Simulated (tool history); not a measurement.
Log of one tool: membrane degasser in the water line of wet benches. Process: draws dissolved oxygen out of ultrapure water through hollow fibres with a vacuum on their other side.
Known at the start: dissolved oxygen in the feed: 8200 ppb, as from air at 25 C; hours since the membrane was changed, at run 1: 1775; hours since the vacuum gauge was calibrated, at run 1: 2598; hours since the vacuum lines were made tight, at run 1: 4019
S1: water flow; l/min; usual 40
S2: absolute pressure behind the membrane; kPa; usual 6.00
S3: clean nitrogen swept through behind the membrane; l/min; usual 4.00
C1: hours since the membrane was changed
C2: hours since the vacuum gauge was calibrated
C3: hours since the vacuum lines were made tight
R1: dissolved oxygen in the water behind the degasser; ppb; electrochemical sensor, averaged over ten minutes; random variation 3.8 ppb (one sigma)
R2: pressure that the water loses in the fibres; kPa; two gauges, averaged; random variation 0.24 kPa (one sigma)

| run | day | S1 | S2 | S3 | C1 | C2 | C3 | R1 | R2 |
|---|---|---|---|---|---|---|---|---|---|
| 1 | 0.000 | 40 | 6.00 | 4.00 | 1775 | 2598 | 4019 | 390.4 | 61.61 |
| 2 | 1.808 | 40 | 4.02 | 4.00 | 1818 | 2641 | 4063 | 349.4 | 61.99 |
| 3 | 3.171 | 40 | 4.02 | 4.00 | 1851 | 2674 | 4095 | 353.9 | 62.29 |
| 4 | 4.250 | 40 | 7.49 | 4.00 | 1877 | 2700 | 4121 | 422.4 | 62.07 |
| 5 | 6.017 | 40 | 7.49 | 4.00 | 1919 | 2742 | 4164 | 433.0 | 62.13 |
| 6 | 8.046 | 40 | 7.49 | 4.00 | 1968 | 2791 | 4212 | 432.1 | 62.10 |
| 7 | 9.971 | 40 | 7.49 | 4.00 | 2014 | 2837 | 4259 | 419.6 | 62.00 |
| 8 | 11.712 | 33 | 7.49 | 4.00 | 2056 | 2879 | 4300 | 312.1 | 51.11 |
| 9 | 12.983 | 33 | 7.49 | 4.00 | 2087 | 2909 | 4331 | 308.1 | 51.10 |
| 10 | 15.325 | 33 | 7.49 | 4.00 | 2143 | 2965 | 4387 | 309.1 | 51.31 |
|  | 16.312 | seals of the vacuum lines changed |
| 11 | 17.625 | 33 | 7.49 | 4.00 | 2196 | 3019 | 32 | 305.7 | 51.45 |
| 12 | 18.846 | 33 | 7.49 | 4.00 | 2225 | 3048 | 61 | 312.2 | 51.34 |
| 13 | 21.217 | 40 | 6.00 | 4.00 | 2282 | 3105 | 118 | 401.0 | 61.95 |
| 14 | 23.388 | 40 | 6.00 | 4.00 | 2334 | 3157 | 170 | 401.5 | 62.07 |
| 15 | 24.958 | 40 | 6.00 | 4.00 | 2372 | 3195 | 208 | 400.2 | 62.08 |
| 16 | 26.258 | 40 | 6.00 | 4.00 | 2403 | 3226 | 239 | 395.6 | 62.09 |
| 17 | 28.508 | 62 | 6.00 | 4.00 | 2457 | 3280 | 293 | 789.2 | 96.69 |
| 18 | 30.521 | 62 | 6.24 | 6.85 | 2505 | 3328 | 341 | 756.6 | 96.33 |
|  | 32.700 | vacuum gauge calibrated |
| 19 | 32.700 | 62 | 6.24 | 6.85 | 2557 | 0 | 393 | 754.1 | 96.41 |
| 20 | 33.900 | 39 | 8.63 | 4.00 | 2586 | 29 | 422 | 427.3 | 60.96 |
| 21 | 36.158 | 38 | 3.81 | 8.09 | 2640 | 83 | 476 | 311.8 | 58.84 |
| 22 | 38.704 | 38 | 3.81 | 8.09 | 2701 | 144 | 537 | 309.5 | 59.39 |
| 23 | 39.896 | 40 | 12.19 | 4.00 | 2730 | 173 | 565 | 536.7 | 62.66 |
| 24 | 41.562 | 28 | 6.63 | 1.62 | 2770 | 213 | 606 | 287.5 | 43.75 |
| 25 | 44.025 | 62 | 14.60 | 5.59 | 2829 | 272 | 665 | 938.4 | 96.32 |
| 26 | 45.967 | 62 | 14.60 | 5.59 | 2876 | 318 | 711 | 921.8 | 96.28 |
| 27 | 47.079 | 34 | 14.60 | 6.97 | 2902 | 345 | 738 | 370.5 | 52.99 |
| 28 | 49.525 | 34 | 14.60 | 6.97 | 2961 | 404 | 797 | 372.7 | 53.28 |
| 29 | 51.929 | 29 | 3.79 | 6.97 | 3019 | 461 | 854 | 178.6 | 45.29 |
| 30 | 53.400 | 29 | 3.79 | 6.97 | 3054 | 497 | 890 | 181.3 | 45.21 |
| 31 | 54.546 | 34 | 6.11 | 5.74 | 3082 | 524 | 917 | 284.4 | 52.80 |
| 32 | 56.725 | 34 | 4.13 | 3.62 | 3134 | 577 | 969 | 264.3 | 53.08 |
| 33 | 57.967 | 41 | 6.00 | 3.66 | 3164 | 606 | 999 | 425.3 | 64.07 |

The same runs without the tool's hidden state, with the same run-to-run variation:
The hidden state here: membrane still open, %; true pressure behind the membrane over the reading, kPa; air that leaks in behind the membrane, l/min; drift of the gauge itself on oxygen_ppb, %; drift of the gauge itself on loss_of_pressure_kpa, %.
| run | R1 | R2 |
|---|---|---|
| 1 | 377.0 | 60.96 |
| 2 | 335.8 | 61.32 |
| 3 | 339.9 | 61.60 |
| 4 | 408.0 | 61.37 |
| 5 | 417.9 | 61.41 |
| 6 | 416.6 | 61.36 |
| 7 | 404.2 | 61.24 |
| 8 | 299.2 | 50.47 |
| 9 | 295.2 | 50.46 |
| 10 | 295.8 | 50.65 |
| 11 | 293.2 | 50.77 |
| 12 | 299.3 | 50.65 |
| 13 | 383.8 | 61.09 |
| 14 | 383.9 | 61.19 |
| 15 | 382.5 | 61.19 |
| 16 | 377.7 | 61.19 |
| 17 | 760.1 | 95.24 |
| 18 | 728.5 | 94.86 |
| 19 | 728.0 | 94.91 |
| 20 | 411.9 | 60.00 |
| 21 | 296.0 | 57.89 |
| 22 | 293.4 | 58.41 |
| 23 | 519.5 | 61.62 |
| 24 | 277.4 | 43.01 |
| 25 | 910.5 | 94.66 |
| 26 | 893.9 | 94.59 |
| 27 | 355.6 | 52.05 |
| 28 | 357.4 | 52.32 |
| 29 | 166.5 | 44.46 |
| 30 | 168.8 | 44.36 |
| 31 | 268.4 | 51.80 |
| 32 | 247.9 | 52.07 |
| 33 | 403.7 | 62.83 |
